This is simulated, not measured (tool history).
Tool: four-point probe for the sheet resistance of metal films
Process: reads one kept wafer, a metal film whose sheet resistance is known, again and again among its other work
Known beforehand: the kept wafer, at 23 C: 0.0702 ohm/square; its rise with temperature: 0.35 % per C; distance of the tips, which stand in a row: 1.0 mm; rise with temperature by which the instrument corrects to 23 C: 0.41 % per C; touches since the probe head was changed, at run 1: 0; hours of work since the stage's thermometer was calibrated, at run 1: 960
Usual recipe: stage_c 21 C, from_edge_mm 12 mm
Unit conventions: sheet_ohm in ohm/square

run    hour  stage_c  from_edge_mm  touches since the probe head was changed  hours of work since the stage's thermometer was calibrated  sheet_ohm
  1       0       21            12                                         0                                                         960    0.07017
  2    75.9       21            12                                      2588                                                        1010   0.070163
  3   151.7       21            12                                      5172                                                        1059   0.070148
  4   201.2       21            12                                      6859                                                        1092   0.070137
  5   284.9       21            12                                      9713                                                        1147   0.070146
  6   335.2       21            12                                     11426                                                        1180   0.070118
  7   405.5       21            12                                     13821                                                        1225    0.07012
  8   500.5       21            12                                     17059                                                        1288   0.070142
  9   589.8       21            12                                     20104                                                        1346   0.070104
 10   674.5       21            12                                     22991                                                        1402   0.070065
 11   764.8       21            12                                     26069                                                        1461   0.070066
 12   837.2       21             7                                     28537                                                        1508   0.070562
      872.9  -- stage's thermometer calibrated
 13   922.1       21            12                                     31414                                                          32   0.069964
 14    1020       19            12                                     34749                                                          96   0.070017
 15  1131.5       19            12                                     38550                                                         169   0.069986
 16  1178.4       19            12                                     40150                                                         200   0.069966
 17  1256.4       19            12                                     42807                                                         251   0.069975
     1269.8  -- stage's thermometer calibrated, once more
 18  1322.6       21            12                                     45046                                                          35   0.070177
 19  1434.9       33            12                                     48875                                                         108   0.069729
 20  1507.6       33            12                                     51354                                                         156   0.069741
 21  1557.8       21            42                                     53064                                                         188   0.069876
 22  1606.2       21            42                                     54713                                                         220   0.069887
 23  1692.8       29            18                                     57666                                                         277   0.069692
 24  1757.7       20            47                                     59878                                                         319   0.069889
 25  1841.8       19            50                                     62745                                                         374   0.069905
 26  1921.6       27             9                                     65465                                                         427   0.070063
 27  2020.5       31            12                                     68834                                                         491   0.069711
 28  2090.3       18             6                                     71214                                                         537   0.070946
 29  2166.8       31            12                                     73824                                                         587   0.069687
 30  2266.8       31            12                                     77232                                                         652   0.069695
 31  2314.2       20            40                                     78848                                                         683   0.069828
 32  2359.5       20            40                                     80392                                                         713   0.069809
 33  2454.3       21            22                                     83620                                                         775   0.069813
 34  2514.1       21            22                                     85661                                                         814   0.069836
 35  2583.4       21            24                                     88023                                                         860   0.069792
 36  2671.5       22            29                                     91027                                                         917   0.069738
 37  2742.3       28            18                                     93439                                                         964   0.069579
 38  2855.2       19             4                                     97287                                                        1037   0.072017
 39  2938.6       19             4                                    100128                                                        1092   0.072021
 40  3012.2       19             4                                    102639                                                        1140   0.072007
 41  3079.5       19             4                                    104930                                                        1184   0.072013
 42  3132.4       22             6                                    106734                                                        1219    0.07068
 43  3226.1       31            30                                    109929                                                        1280    0.06931
 44  3280.1       31            30                                    111770                                                        1316   0.069338

Branching from run 44: 5 alternative next runs. What would each branch give?
  A  3354.1       31            27                                    114291                                                        1364          ?
  B  3354.1       27             6                                    114291                                                        1364          ?
  C  3354.1       22            30                                    114291                                                        1364          ?
  D  3354.1       21            17                                    114291                                                        1364          ?
  E  3354.1       23             5                                    114291                                                        1364          ?

run  sheet_ohm
  A   0.069315
  B   0.070423
  C    0.06962
  D    0.06975
  E   0.071044
Without the tool's hidden state the same runs would have given:
run  sheet_ohm
  A   0.069958
  B   0.071077
  C   0.070269
  D   0.070401
  E   0.071705
